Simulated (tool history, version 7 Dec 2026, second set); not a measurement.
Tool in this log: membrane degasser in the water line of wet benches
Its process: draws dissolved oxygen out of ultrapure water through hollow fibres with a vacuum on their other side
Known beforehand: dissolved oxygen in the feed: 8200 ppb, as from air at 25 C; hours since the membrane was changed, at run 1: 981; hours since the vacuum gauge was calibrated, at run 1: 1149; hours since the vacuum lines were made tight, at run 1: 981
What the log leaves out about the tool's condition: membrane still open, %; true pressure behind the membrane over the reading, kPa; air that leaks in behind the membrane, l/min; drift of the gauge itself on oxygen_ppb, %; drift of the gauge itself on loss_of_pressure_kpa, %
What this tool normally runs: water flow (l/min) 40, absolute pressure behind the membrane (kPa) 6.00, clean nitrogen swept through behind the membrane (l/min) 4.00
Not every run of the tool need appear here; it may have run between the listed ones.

run   hour  water flow (l/min)  absolute pressure behind the membrane (kPa)  clean nitrogen swept through behind the membrane (l/min)  hours since the membrane was changed  hours since the vacuum gauge was calibrated  hours since the vacuum lines were made tight  dissolved oxygen in the water behind the degasser (ppb)  pressure that the water loses in the fibres (kPa)
  1    0.0                  40                                         6.00                                                      4.00                                   981                                         1149                                           981                                                     67.8                                              32.08
  2   27.2                  40                                         6.00                                                      1.90                                  1008                                         1177                                          1008                                                    130.1                                              32.34
  3   78.2                  40                                         6.00                                                      1.90                                  1059                                         1228                                          1059                                                    131.0                                              32.49
  4  126.2                  40                                         6.00                                                      1.90                                  1107                                         1276                                          1107                                                    130.4                                              32.25
  5  166.6                  40                                         6.00                                                      1.90                                  1147                                         1316                                          1147                                                    131.6                                              32.62
  6  211.2                  40                                         6.00                                                      1.90                                  1192                                         1361                                          1192                                                    132.3                                              32.64
  7  234.1                  40                                         6.00                                                      1.90                                  1215                                         1384                                          1215                                                    132.1                                              32.50
  8  285.8                  52                                         6.00                                                      1.90                                  1267                                         1435                                          1267                                                    170.9                                              42.00
  9  339.0                  52                                         6.00                                                      1.90                                  1320                                         1488                                          1320                                                    170.7                                              41.97
 10  370.0                  40                                         6.00                                                      4.00                                  1351                                         1519                                          1351                                                     68.2                                              32.12
 11  410.2                  40                                         6.00                                                      4.00                                  1391                                         1560                                          1391                                                     68.5                                              32.27
 12  441.6                  40                                         5.02                                                      4.00                                  1422                                         1591                                          1422                                                     45.1                                              32.05
 13  467.4                  34                                         7.33                                                      8.03                                  1448                                         1617                                          1448                                                     43.0                                              27.45
 14  503.3                  34                                         7.33                                                      8.03                                  1484                                         1653                                          1484                                                     43.9                                              27.26
 15  553.4                  29                                         8.33                                                      4.00                                  1534                                         1703                                          1534                                                     89.0                                              23.37
 16  575.7                  45                                         7.69                                                      4.00                                  1556                                         1725                                          1556                                                    122.9                                              36.13

Run 17 is up next; what results do you expect?
 17  625.7                  27                                         7.96                                                      4.00                                  1606                                         1775                                          1606                                                        ?                                                  ?

For run 17 the tool returned dissolved oxygen in the water behind the degasser (ppb) 77.3, pressure that the water loses in the fibres (kPa) 21.64.
If the tool had no hidden condition, the same run with the same run-to-run variation would have returned dissolved oxygen in the water behind the degasser (ppb) 77.2, pressure that the water loses in the fibres (kPa) 21.90.
